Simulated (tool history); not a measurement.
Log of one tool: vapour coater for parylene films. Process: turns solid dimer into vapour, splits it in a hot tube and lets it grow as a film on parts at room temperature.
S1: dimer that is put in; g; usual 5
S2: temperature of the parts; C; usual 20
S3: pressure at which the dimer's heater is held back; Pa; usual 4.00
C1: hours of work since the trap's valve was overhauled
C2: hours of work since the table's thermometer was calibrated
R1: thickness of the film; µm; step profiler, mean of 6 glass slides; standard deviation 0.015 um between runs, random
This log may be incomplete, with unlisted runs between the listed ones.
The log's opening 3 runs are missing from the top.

run   hour  S1  S2    S3   C1   C2    R1
  4  125.0   5  24  4.00  172  388  1.64
  5  152.0   4  20  4.00  195  411  1.45
  6  182.3   4  20  4.00  221  437  1.43
  7  213.0   4  20  4.00  248  463  1.46
  8  260.7   5  12  4.00  289  504  2.13
  9  303.8   5  12  4.00  326  541  2.13
 10  353.2   5  12  4.00  368  584  2.17
 11  387.1   5  12  2.07  398  613  2.16
 12  408.8   5  20  7.72  416  632  1.58
 13  450.7   5  20  4.00  452  668  1.76
 14  496.0   6  20  4.00  491  707  2.08
     536.6  -- trap's valve overhauled
 15  547.1   5  14  4.00    9  747  2.15
 16  589.2   5  14  4.00   45  784  2.15
 17  623.9   5  20  4.00   75  813  1.82
 18  655.9   7  20  4.00  103  841  2.52
     668.3  -- table's thermometer calibrated
 19  701.9   7  20  4.00  141   29  2.57
 20  723.9   7  20  4.00  160   48  2.56
 21  765.8   7  20  4.00  196   84  2.51
 22  801.7   5  20  3.56  227  115  1.86

Run 23 has not been measured yet. What should we expect?
 23  851.8   5  20  2.04  270  158   ?

Run 23 yielded R1 2.01 µm.
The same run, on a tool lacking any hidden state, would have yielded R1 2.11 µm.

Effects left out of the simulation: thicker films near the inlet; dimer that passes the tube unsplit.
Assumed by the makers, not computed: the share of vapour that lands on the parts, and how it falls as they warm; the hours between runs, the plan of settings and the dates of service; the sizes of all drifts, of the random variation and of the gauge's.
